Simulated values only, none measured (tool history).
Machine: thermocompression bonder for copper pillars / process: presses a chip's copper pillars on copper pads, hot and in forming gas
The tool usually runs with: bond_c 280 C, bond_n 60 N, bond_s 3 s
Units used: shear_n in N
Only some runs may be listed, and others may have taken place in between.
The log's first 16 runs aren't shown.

run	hour	bond_c	bond_n	bond_s	hours of work since the heater was calibrated	hours of work since the force cell was calibrated	hours of work since the gas filter was changed	shear_n
17	878.6	280	60	8	781	1554	228	81.1
# hour 923.4: forming gas filter changed
18	936.7	280	60	8	815	1589	8	89.8
19	974	280	60	8	838	1611	30	87.8
20	1036.2	292	60	3	875	1648	67	73.4
21	1087.6	292	60	3	905	1679	98	72.4
22	1125.1	292	60	3	928	1701	120	70.8
23	1174	292	60	3	957	1730	150	68.3
24	1226.3	278	60	3	988	1761	181	60
# hour 1238.1: heater calibrated with a thermocouple chip
25	1264.6	278	60	3	16	1783	202	67.2
26	1293.2	306	66	3	33	1800	219	83.8
# hour 1349.4: forming gas filter changed
27	1349.4	306	66	3	66	1833	0	93.7
28	1401	306	66	2	97	1864	31	80.6
29	1454	287	48	4	128	1896	62	70.5
30	1514.9	299	73	7	165	1932	99	102.1
31	1578.3	299	73	7	203	1970	137	101.2
32	1641.6	280	61	7	240	2008	174	86.1
33	1688.5	260	60	3	268	2036	202	52.6
34	1751	260	60	3	306	2073	240	50.8
# hour 1776.3: forming gas filter changed
35	1819	283	60	2	346	2113	25	62.4
36	1869.3	283	53	5	376	2143	55	74.7
37	1912.4	283	83	5	402	2169	81	92.4
38	1943.3	283	83	5	420	2187	100	91.4
# hour 1958.4: force cell calibrated
39	1981.9	259	50	3	442	14	122	47.1

Here are 4 independent what-if runs from the current tool condition. What would each one return?
A	2041.3	280	60	2	478	49	157	?
B	2041.3	259	50	5	478	49	157	?
C	2041.3	294	51	5	478	49	157	?
D	2041.3	280	66	3	478	49	157	?

run	shear_n
A	57.7
B	55.9
C	80.4
D	69.8
Without the tool's hidden state the same runs would have given:
run	shear_n
A	65.4
B	63.7
C	89.3
D	78.4
